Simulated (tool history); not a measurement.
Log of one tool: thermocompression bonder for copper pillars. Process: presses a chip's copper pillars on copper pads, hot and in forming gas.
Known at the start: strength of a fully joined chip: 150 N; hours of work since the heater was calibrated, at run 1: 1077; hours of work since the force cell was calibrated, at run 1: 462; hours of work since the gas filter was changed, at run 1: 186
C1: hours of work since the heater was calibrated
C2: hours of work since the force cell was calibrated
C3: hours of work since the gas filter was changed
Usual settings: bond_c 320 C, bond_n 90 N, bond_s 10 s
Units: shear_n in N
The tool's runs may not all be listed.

{"run": 1, "day": 0.0, "bond_c": 320, "bond_n": 90, "bond_s": 10, "C1": 1077, "C2": 462, "C3": 186, "shear_n": 66.1}
{"run": 2, "day": 0.558, "bond_c": 320, "bond_n": 90, "bond_s": 10, "C1": 1086, "C2": 471, "C3": 196, "shear_n": 66.1}
{"run": 3, "day": 1.062, "bond_c": 320, "bond_n": 90, "bond_s": 10, "C1": 1095, "C2": 479, "C3": 204, "shear_n": 67.7}
{"run": 4, "day": 1.675, "bond_c": 320, "bond_n": 90, "bond_s": 13, "C1": 1105, "C2": 489, "C3": 214, "shear_n": 72.6}
{"run": 5, "day": 1.992, "bond_c": 320, "bond_n": 90, "bond_s": 13, "C1": 1110, "C2": 495, "C3": 219, "shear_n": 72.8}
{"run": 6, "day": 2.433, "bond_c": 320, "bond_n": 90, "bond_s": 10, "C1": 1117, "C2": 502, "C3": 226, "shear_n": 67.3}
{"run": 7, "day": 2.892, "bond_c": 320, "bond_n": 90, "bond_s": 10, "C1": 1125, "C2": 509, "C3": 234, "shear_n": 66.5}
{"run": 8, "day": 3.425, "bond_c": 320, "bond_n": 79, "bond_s": 10, "C1": 1133, "C2": 518, "C3": 243, "shear_n": 62.3}
{"run": 9, "day": 3.858, "bond_c": 320, "bond_n": 79, "bond_s": 10, "C1": 1140, "C2": 525, "C3": 250, "shear_n": 62.5}
{"run": 10, "day": 4.346, "bond_c": 320, "bond_n": 79, "bond_s": 10, "C1": 1148, "C2": 533, "C3": 258, "shear_n": 62.0}
{"run": 11, "day": 4.667, "bond_c": 320, "bond_n": 79, "bond_s": 10, "C1": 1154, "C2": 538, "C3": 263, "shear_n": 60.8}
{"run": 12, "day": 5.038, "bond_c": 320, "bond_n": 79, "bond_s": 10, "C1": 1160, "C2": 544, "C3": 269, "shear_n": 62.9}
{"run": 13, "day": 5.562, "bond_c": 320, "bond_n": 79, "bond_s": 10, "C1": 1168, "C2": 553, "C3": 278, "shear_n": 61.9}
{"run": 14, "day": 6.158, "bond_c": 320, "bond_n": 79, "bond_s": 10, "C1": 1178, "C2": 563, "C3": 287, "shear_n": 62.3}
{"run": 15, "day": 6.608, "bond_c": 320, "bond_n": 79, "bond_s": 10, "C1": 1186, "C2": 570, "C3": 295, "shear_n": 62.1}
{"day": 6.712, "done": "force cell calibrated"}
{"run": 16, "day": 7.067, "bond_c": 291, "bond_n": 119, "bond_s": 10, "C1": 1192, "C2": 6, "C3": 301, "shear_n": 59.0}
{"run": 17, "day": 7.529, "bond_c": 329, "bond_n": 100, "bond_s": 9, "C1": 1200, "C2": 13, "C3": 309, "shear_n": 73.1}
{"run": 18, "day": 8.004, "bond_c": 350, "bond_n": 90, "bond_s": 10, "C1": 1207, "C2": 21, "C3": 317, "shear_n": 81.6}
{"run": 19, "day": 8.667, "bond_c": 313, "bond_n": 86, "bond_s": 6, "C1": 1218, "C2": 32, "C3": 327, "shear_n": 50.3}
{"run": 20, "day": 9.288, "bond_c": 320, "bond_n": 111, "bond_s": 10, "C1": 1228, "C2": 42, "C3": 338, "shear_n": 71.5}
{"day": 9.433, "done": "heater calibrated with a thermocouple chip"}
{"run": 21, "day": 9.871, "bond_c": 320, "bond_n": 111, "bond_s": 10, "C1": 7, "C2": 50, "C3": 346, "shear_n": 65.3}
{"day": 9.992, "done": "force cell calibrated, once more"}
{"day": 10.012, "done": "forming gas filter changed"}
{"run": 22, "day": 10.458, "bond_c": 320, "bond_n": 90, "bond_s": 11, "C1": 15, "C2": 7, "C3": 7, "shear_n": 63.3}
{"run": 23, "day": 11.021, "bond_c": 299, "bond_n": 55, "bond_s": 21, "C1": 25, "C2": 17, "C3": 17, "shear_n": 52.2}
{"run": 24, "day": 11.675, "bond_c": 299, "bond_n": 55, "bond_s": 21, "C1": 35, "C2": 27, "C3": 27, "shear_n": 52.7}
{"run": 25, "day": 12.312, "bond_c": 299, "bond_n": 55, "bond_s": 21, "C1": 46, "C2": 38, "C3": 38, "shear_n": 51.6}
{"run": 26, "day": 12.633, "bond_c": 299, "bond_n": 55, "bond_s": 21, "C1": 51, "C2": 43, "C3": 43, "shear_n": 51.6}
{"run": 27, "day": 13.212, "bond_c": 320, "bond_n": 123, "bond_s": 6, "C1": 61, "C2": 53, "C3": 53, "shear_n": 59.3}

Forecast each of these 3 alternatives for the next run:
{"run": "A", "day": 13.862, "bond_c": 307, "bond_n": 64, "bond_s": 6, "C1": 71, "C2": 63, "C3": 63, "shear_n": "?"}
{"run": "B", "day": 13.862, "bond_c": 313, "bond_n": 123, "bond_s": 8, "C1": 71, "C2": 63, "C3": 63, "shear_n": "?"}
{"run": "C", "day": 13.862, "bond_c": 320, "bond_n": 123, "bond_s": 6, "C1": 71, "C2": 63, "C3": 63, "shear_n": "?"}

run=A shear_n=36.1
run=B shear_n=62.2
run=C shear_n=59.0
Without the tool's hidden state the same runs would have given:
run=A shear_n=36.4
run=B shear_n=62.7
run=C shear_n=59.5
